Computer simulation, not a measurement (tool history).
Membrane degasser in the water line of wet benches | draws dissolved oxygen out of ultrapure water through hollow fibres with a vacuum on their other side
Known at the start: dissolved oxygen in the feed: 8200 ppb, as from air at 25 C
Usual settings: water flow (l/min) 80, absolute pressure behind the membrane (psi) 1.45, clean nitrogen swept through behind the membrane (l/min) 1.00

run	hour	water flow (l/min)	absolute pressure behind the membrane (psi)	clean nitrogen swept through behind the membrane (l/min)	dissolved oxygen in the water behind the degasser (ppb)	pressure that the water loses in the fibres (psi)
1	0.0	80	1.45	1.00	918.2	8.921
2	92.6	80	1.45	1.00	903.9	8.930
3	157.8	80	1.45	1.00	913.3	8.892
4	222.7	80	1.45	1.00	934.7	8.920
5	303.3	80	1.45	2.10	549.1	8.923
# hour 398.9: vacuum gauge calibrated
6	398.9	99	1.45	1.00	1102.3	11.043
7	475.0	80	1.45	1.00	955.7	8.927
8	583.8	80	1.45	1.00	949.2	8.946
9	634.9	80	1.45	1.00	951.2	8.991
10	716.7	80	1.45	1.00	960.7	8.989
11	812.9	80	1.45	1.00	947.8	9.005
# hour 878.8: vacuum gauge calibrated, once more
12	927.8	80	1.45	1.00	841.4	9.005
13	996.5	82	3.45	1.00	2246.2	9.194
# hour 1048.1: seals of the vacuum lines changed
14	1061.2	96	1.15	1.21	613.7	10.807
15	1142.3	59	1.67	1.14	752.8	6.659
16	1245.3	59	3.23	1.14	1581.2	6.640
17	1344.3	58	2.12	1.79	707.3	6.579
18	1399.1	70	1.17	1.00	573.1	7.913
19	1509.7	69	1.28	1.00	645.5	7.778

Forecast each of these 4 alternatives for the next run:
A	1556.4	80	1.51	1.00	?	?
B	1556.4	69	1.45	0.71	?	?
C	1556.4	69	1.28	2.47	?	?
D	1556.4	79	2.03	1.82	?	?

run	dissolved oxygen in the water behind the degasser (ppb)	pressure that the water loses in the fibres (psi)
A	910.7	8.982
B	964.3	7.789
C	330.9	7.787
D	858.7	8.934
Without the tool's hidden state the same runs would have given:
run	dissolved oxygen in the water behind the degasser (ppb)	pressure that the water loses in the fibres (psi)
A	901.9	8.653
B	955.4	7.503
C	326.2	7.501
D	852.6	8.608
